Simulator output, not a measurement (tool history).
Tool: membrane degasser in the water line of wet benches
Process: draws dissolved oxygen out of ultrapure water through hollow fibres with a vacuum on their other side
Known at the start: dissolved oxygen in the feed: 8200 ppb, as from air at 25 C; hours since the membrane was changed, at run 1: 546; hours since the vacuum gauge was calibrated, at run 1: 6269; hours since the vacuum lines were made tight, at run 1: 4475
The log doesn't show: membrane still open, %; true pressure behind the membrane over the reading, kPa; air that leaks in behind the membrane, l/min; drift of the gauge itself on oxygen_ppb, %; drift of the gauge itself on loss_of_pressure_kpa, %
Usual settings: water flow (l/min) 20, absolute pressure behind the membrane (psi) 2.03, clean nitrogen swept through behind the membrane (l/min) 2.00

run    hour  water flow (l/min)  absolute pressure behind the membrane (psi)  clean nitrogen swept through behind the membrane (l/min)  hours since the membrane was changed  hours since the vacuum gauge was calibrated  hours since the vacuum lines were made tight  dissolved oxygen in the water behind the degasser (ppb)  pressure that the water loses in the fibres (psi)
  1     0.0                  20                                         2.03                                                      2.00                                   546                                         6269                                          4475                                                    306.7                                              6.045
  2   235.0                  20                                         2.03                                                      2.00                                   781                                         6504                                          4710                                                    312.5                                              5.999
  3   456.3                  20                                         2.03                                                      2.00                                  1002                                         6725                                          4931                                                    314.4                                              6.035
      681.7  -- vacuum gauge calibrated
  4   691.6                  20                                         2.03                                                      2.00                                  1237                                           10                                          5166                                                    313.0                                              6.029
  5   918.7                  20                                         2.03                                                      2.00                                  1464                                          237                                          5393                                                    304.5                                              6.007
  6  1079.3                  20                                         2.03                                                      2.09                                  1625                                          398                                          5554                                                    300.4                                              6.055
  7  1382.4                  20                                         2.03                                                      2.09                                  1928                                          701                                          5857                                                    301.5                                              6.015
  8  1680.5                  20                                         2.03                                                      2.09                                  2226                                          999                                          6155                                                    303.7                                              6.031
  9  1960.0                  20                                         2.03                                                      2.09                                  2506                                         1278                                          6434                                                    301.1                                              6.061
 10  2200.5                  20                                         3.21                                                      2.00                                  2746                                         1519                                          6675                                                    481.2                                              6.065
 11  2551.0                  20                                         3.36                                                      2.00                                  3097                                         1869                                          7025                                                    497.8                                              6.065
 12  2896.4                  20                                         3.36                                                      2.00                                  3442                                         2215                                          7371                                                    510.3                                              6.068
 13  3150.6                  20                                         3.36                                                      2.00                                  3696                                         2469                                          7625                                                    503.9                                              6.051
     3334.1  -- seals of the vacuum lines changed
 14  3458.9                  20                                         3.36                                                      2.00                                  4002                                         2775                                           125                                                    520.7                                              6.067
 15  3644.2                  20                                         2.03                                                      2.00                                  4188                                         2961                                           310                                                    306.5                                              6.068
 16  3935.9                  20                                         2.03                                                      2.00                                  4480                                         3252                                           602                                                    310.9                                              6.064
 17  4090.1                  20                                         2.03                                                      2.00                                  4634                                         3406                                           756                                                    311.4                                              6.067
 18  4296.4                  24                                         2.97                                                      2.18                                  4840                                         3613                                           962                                                    510.7                                              7.320
 19  4489.5                  24                                         2.97                                                      2.18                                  5033                                         3806                                          1155                                                    510.5                                              7.308
 20  4804.2                  13                                         2.12                                                      0.96                                  5348                                         4121                                          1470                                                    379.5                                              3.986
 21  5056.5                  13                                         2.12                                                      0.96                                  5600                                         4373                                          1722                                                    380.2                                              3.974
 22  5336.2                  20                                         1.65                                                      1.72                                  5880                                         4653                                          2002                                                    285.4                                              6.110
 23  5613.6                  20                                         4.60                                                      1.17                                  6157                                         4930                                          2279                                                   1053.3                                              6.135
 24  5836.1                  20                                         4.60                                                      1.17                                  6380                                         5152                                          2502                                                   1028.2                                              6.080
 25  5984.3                  20                                         4.60                                                      1.17                                  6528                                         5301                                          2650                                                   1034.7                                              6.179
 26  6280.0                  20                                         4.60                                                      1.17                                  6824                                         5596                                          2946                                                   1042.3                                              6.179
 27  6612.7                  20                                         4.60                                                      1.17                                  7156                                         5929                                          3279                                                   1028.9                                              6.164
 28  6850.6                  18                                         4.39                                                      1.76                                  7394                                         6167                                          3516                                                    660.7                                              5.574
 29  6996.4                  18                                         4.39                                                      1.76                                  7540                                         6313                                          3662                                                    665.6                                              5.509
     7352.2  -- gauge calibrated
 30  7352.2                  18                                         3.15                                                      1.11                                  7896                                         6669                                          4018                                                    687.5                                              5.349
 31  7556.5                  20                                         2.03                                                      1.50                                  8100                                         6873                                          4222                                                    392.7                                              6.012
     7615.6  -- vacuum gauge calibrated
 32  7796.9                  15                                         2.93                                                      1.93                                  8340                                          181                                          4462                                                    348.4                                              4.489
 33  8125.5                  15                                         2.52                                                      0.83                                  8669                                          510                                          4791                                                    585.3                                              4.551

The same runs without the tool's hidden state, with the same run-to-run variation:
run  pressure that the water loses in the fibres (psi)
  1                                              6.044
  2                                              5.993
  3                                              6.025
  4                                              6.013
  5                                              5.986
  6                                              6.031
  7                                              5.983
  8                                              5.993
  9                                              6.016
 10                                              6.015
 11                                              6.007
 12                                              6.003
 13                                              5.978
 14                                              5.987
 15                                              5.984
 16                                              5.974
 17                                              5.974
 18                                              7.201
 19                                              7.185
 20                                              3.915
 21                                              3.899
 22                                              5.989
 23                                              6.006
 24                                              5.947
 25                                              6.042
 26                                              6.035
 27                                              6.012
 28                                              5.432
 29                                              5.365
 30                                              5.346
 31                                              6.003
 32                                              4.479
 33                                              4.537
dissolved oxygen in the water behind the degasser (ppb): within 0.3 of the measured result in every run.
